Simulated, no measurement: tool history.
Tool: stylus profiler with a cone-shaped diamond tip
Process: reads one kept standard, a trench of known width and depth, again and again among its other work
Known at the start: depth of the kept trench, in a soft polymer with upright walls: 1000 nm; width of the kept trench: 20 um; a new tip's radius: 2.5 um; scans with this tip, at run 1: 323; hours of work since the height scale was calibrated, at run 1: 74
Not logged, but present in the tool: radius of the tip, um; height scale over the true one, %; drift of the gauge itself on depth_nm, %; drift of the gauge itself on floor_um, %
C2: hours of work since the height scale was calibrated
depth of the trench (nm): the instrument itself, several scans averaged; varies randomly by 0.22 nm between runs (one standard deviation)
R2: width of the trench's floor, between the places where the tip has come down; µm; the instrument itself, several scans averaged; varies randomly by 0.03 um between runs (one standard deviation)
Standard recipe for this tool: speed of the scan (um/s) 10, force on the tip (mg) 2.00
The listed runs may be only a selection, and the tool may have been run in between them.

Run 1, day 0.000: usual settings; scans with this tip 323; C2 74. Result: depth of the trench (nm) 1005.89, R2 15.92 µm.
Run 2, day 0.438: usual settings; scans with this tip 354; C2 81. Result: depth of the trench (nm) 1006.26, R2 15.94 µm.
Run 3, day 1.138: usual settings but force on the tip (mg) 2.01; scans with this tip 404; C2 92. Result: depth of the trench (nm) 1006.37, R2 15.91 µm.
Run 4, day 2.067: usual settings but force on the tip (mg) 2.01; scans with this tip 470; C2 107. Result: depth of the trench (nm) 1006.39, R2 15.94 µm.
Run 5, day 2.871: usual settings; scans with this tip 528; C2 121. Result: depth of the trench (nm) 1006.12, R2 15.93 µm.
Run 6, day 3.683: usual settings but force on the tip (mg) 0.94; scans with this tip 585; C2 134. Result: depth of the trench (nm) 1003.69, R2 15.91 µm.
Run 7, day 4.167: usual settings but force on the tip (mg) 0.94; scans with this tip 620; C2 142. Result: depth of the trench (nm) 1003.49, R2 15.89 µm.
Run 8, day 4.638: usual settings; scans with this tip 653; C2 149. Result: depth of the trench (nm) 1006.47, R2 15.90 µm.
Run 9, day 5.358: usual settings but force on the tip (mg) 3.71; scans with this tip 704; C2 161. Result: depth of the trench (nm) 1009.48, R2 15.90 µm.
Run 10, day 5.771: usual settings but force on the tip (mg) 3.71; scans with this tip 734; C2 168. Result: depth of the trench (nm) 1009.49, R2 15.89 µm.
Run 11, day 6.404: usual settings but force on the tip (mg) 3.71; scans with this tip 779; C2 178. Result: depth of the trench (nm) 1009.56, R2 15.88 µm.
Run 12, day 7.158: usual settings but force on the tip (mg) 2.74; scans with this tip 833; C2 190. Result: depth of the trench (nm) 1007.78, R2 15.90 µm.
Run 13, day 7.775: usual settings but force on the tip (mg) 2.74; scans with this tip 876; C2 200. Result: depth of the trench (nm) 1007.72, R2 15.89 µm.
Run 14, day 8.512: usual settings but force on the tip (mg) 2.74; scans with this tip 929; C2 212. Result: depth of the trench (nm) 1008.07, R2 15.85 µm.
Run 15, day 9.258: usual settings but force on the tip (mg) 2.74; scans with this tip 982; C2 224. Result: depth of the trench (nm) 1007.78, R2 15.89 µm.
Run 16, day 10.221: usual settings but speed of the scan (um/s) 8, force on the tip (mg) 1.85; scans with this tip 1050; C2 240. Result: depth of the trench (nm) 1006.07, R2 15.88 µm.
Run 17, day 10.958: usual settings but speed of the scan (um/s) 2, force on the tip (mg) 5.05; scans with this tip 1103; C2 252. Result: depth of the trench (nm) 1011.64, R2 15.89 µm.
Run 18, day 11.725: usual settings but speed of the scan (um/s) 29, force on the tip (mg) 1.02; scans with this tip 1158; C2 265. Result: depth of the trench (nm) 1004.52, R2 15.69 µm.
Run 19, day 12.275: usual settings but force on the tip (mg) 1.09; scans with this tip 1197; C2 273. Result: depth of the trench (nm) 1004.49, R2 15.82 µm.

The next listed run, before its measurement:
Run 20, day 13.188: usual settings but speed of the scan (um/s) 4, force on the tip (mg) 3.52; scans with this tip 1261; C2 288. Result: depth of the trench (nm) ?, R2 ?.

Run 20 gave depth of the trench (nm) 1009.44, R2 15.88 µm.
Had the tool carried no hidden state, the very same run would have given depth of the trench (nm) 1008.77, R2 16.02 µm.
